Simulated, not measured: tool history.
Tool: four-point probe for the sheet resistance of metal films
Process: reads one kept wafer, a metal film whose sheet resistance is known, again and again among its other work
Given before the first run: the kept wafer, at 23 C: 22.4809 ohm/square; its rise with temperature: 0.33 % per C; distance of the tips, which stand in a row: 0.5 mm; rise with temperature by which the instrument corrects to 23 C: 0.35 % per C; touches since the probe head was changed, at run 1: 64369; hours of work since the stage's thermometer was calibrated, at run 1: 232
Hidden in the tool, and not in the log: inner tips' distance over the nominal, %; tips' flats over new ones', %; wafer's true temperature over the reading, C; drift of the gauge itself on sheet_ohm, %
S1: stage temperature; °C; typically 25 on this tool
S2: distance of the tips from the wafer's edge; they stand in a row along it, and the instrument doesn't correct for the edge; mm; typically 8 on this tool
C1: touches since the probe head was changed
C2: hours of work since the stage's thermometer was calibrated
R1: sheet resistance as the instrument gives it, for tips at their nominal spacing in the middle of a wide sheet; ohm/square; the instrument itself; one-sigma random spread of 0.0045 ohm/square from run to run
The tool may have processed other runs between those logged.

Run 1, hour 0: usual settings; C1 64369; C2 232. Result: R1 22.699407 ohm/square.
Run 2, hour 53.7: usual settings; C1 65944; C2 262. Result: R1 22.696088 ohm/square.
Run 3, hour 87.7: usual settings but S1 18 °C; C1 66942; C2 282. Result: R1 22.739993 ohm/square.
Run 4, hour 151.4: usual settings; C1 68810; C2 317. Result: R1 22.698411 ohm/square.
Run 5, hour 209.5: usual settings; C1 70514; C2 350. Result: R1 22.699093 ohm/square.
Run 6, hour 283.6: usual settings but S1 30 °C; C1 72686; C2 391. Result: R1 22.68218 ohm/square.
Run 7, hour 323.3: usual settings but S1 30 °C, S2 5 mm; C1 73851; C2 414. Result: R1 22.75029 ohm/square.
Run 8, hour 357.1: usual settings but S1 30 °C, S2 5 mm; C1 74843; C2 433. Result: R1 22.754763 ohm/square.
Run 9, hour 399.9: usual settings but S1 30 °C, S2 16 mm; C1 76097; C2 457. Result: R1 22.640252 ohm/square.
Run 10, hour 471.7: usual settings but S1 30 °C, S2 16 mm; C1 78202; C2 497. Result: R1 22.65076 ohm/square.
Run 11, hour 545.4: usual settings but S1 30 °C, S2 16 mm; C1 80367; C2 538. Result: R1 22.654436 ohm/square.
Run 12, hour 621: usual settings but S1 30 °C, S2 16 mm; C1 82584; C2 581. Result: R1 22.658206 ohm/square.
Run 13, hour 675.2: usual settings but S2 25 mm; C1 84172; C2 611. Result: R1 22.671712 ohm/square.
Run 14, hour 714.4: usual settings; C1 85322; C2 633. Result: R1 22.704234 ohm/square.
Run 15, hour 762.8: usual settings; C1 86741; C2 660. Result: R1 22.710298 ohm/square.
Run 16, hour 822.7: usual settings; C1 88499; C2 694. Result: R1 22.722589 ohm/square.
Run 17, hour 894.7: usual settings; C1 90610; C2 734. Result: R1 22.71056 ohm/square.
Run 18, hour 962.6: usual settings; C1 92601; C2 772. Result: R1 22.725652 ohm/square.
Run 19, hour 1022.9: usual settings; C1 94370; C2 806. Result: R1 22.715824 ohm/square.
Run 20, hour 1090.4: usual settings; C1 96351; C2 844. Result: R1 22.717453 ohm/square.
Run 21, hour 1135.8: usual settings but S1 23 °C, S2 61 mm; C1 97683; C2 869. Result: R1 22.693622 ohm/square.
Run 22, hour 1193.1: usual settings but S1 18 °C, S2 28 mm; C1 99361; C2 901. Result: R1 22.721201 ohm/square.
Run 23, hour 1255.4: usual settings but S1 19 °C, S2 4 mm; C1 101191; C2 936. Result: R1 22.903363 ohm/square.
Run 24, hour 1303.7: usual settings but S1 24 °C, S2 6 mm; C1 102607; C2 963. Result: R1 22.765723 ohm/square.
Run 25, hour 1378.5: usual settings but S1 24 °C, S2 6 mm; C1 104799; C2 1005. Result: R1 22.776846 ohm/square.
Run 26, hour 1418.8: usual settings but S1 26 °C, S2 23 mm; C1 105982; C2 1028. Result: R1 22.688288 ohm/square.
Run 27, hour 1469.5: usual settings but S1 26 °C, S2 23 mm; C1 107470; C2 1056. Result: R1 22.678255 ohm/square.
Run 28, hour 1507.9: usual settings but S2 10 mm; C1 108597; C2 1078. Result: R1 22.718972 ohm/square.
Run 29, hour 1573.6: usual settings but S2 10 mm; C1 110522; C2 1115. Result: R1 22.715752 ohm/square.
Run 30, hour 1613.2: usual settings but S2 10 mm; C1 111684; C2 1137. Result: R1 22.717954 ohm/square.
Run 31, hour 1673.9: usual settings but S1 28 °C, S2 9 mm; C1 113466; C2 1171. Result: R1 22.708605 ohm/square.
Run 32, hour 1707.5: usual settings but S1 23 °C, S2 6 mm; C1 114451; C2 1190. Result: R1 22.782761 ohm/square.
Run 33, hour 1750.1: usual settings but S1 31 °C, S2 9 mm; C1 115698; C2 1214. Result: R1 22.697369 ohm/square.
Run 34, hour 1821.8: usual settings but S1 28 °C, S2 5 mm; C1 117802; C2 1254. Result: R1 22.800504 ohm/square.
Run 35, hour 1877.2: usual settings but S1 26 °C, S2 10 mm; C1 119428; C2 1285. Result: R1 22.722843 ohm/square.
Run 36, hour 1909.9: usual settings but S1 26 °C, S2 10 mm; C1 120387; C2 1303. Result: R1 22.717283 ohm/square.
Run 37, hour 1969.2: usual settings but S1 23 °C, S2 9 mm; C1 122126; C2 1337. Result: R1 22.746223 ohm/square.
Run 38, hour 2010.1: usual settings but S2 22 mm; C1 123325; C2 1360. Result: R1 22.70975 ohm/square.
Run 39, hour 2081.5: usual settings but S2 22 mm; C1 125419; C2 1400. Result: R1 22.703302 ohm/square.
Run 40, hour 2130.2: usual settings but S1 30 °C; C1 126847; C2 1427. Result: R1 22.723019 ohm/square.

Pick out some run-to-run changes in R1. Of each, how much would a tool without hidden state show as well, from the settings, what came in and chance, and how much is left for the hidden state and any gauge scatter not in both results compared?
Run 8 -> 9: S2 5 -> 16. R1 -0.114511 ohm/square: hidden state +0.000095, all else -0.114606.
Run 19 -> 20: settings left as they were, no log entry in between. R1 +0.001629 ohm/square: hidden state +0.001699, all else -0.00007.
Run 22 -> 23: S1 18 -> 19, S2 28 -> 4. R1 +0.182162 ohm/square: hidden state +0.00287, all else +0.179292.
Run 23 -> 24: S1 19 -> 24, S2 4 -> 6. R1 -0.13764 ohm/square: hidden state +0.000099, all else -0.137739.
Run 33 -> 34: S1 31 -> 28, S2 9 -> 5. R1 +0.103135 ohm/square: hidden state +0.002428, all else +0.100707.
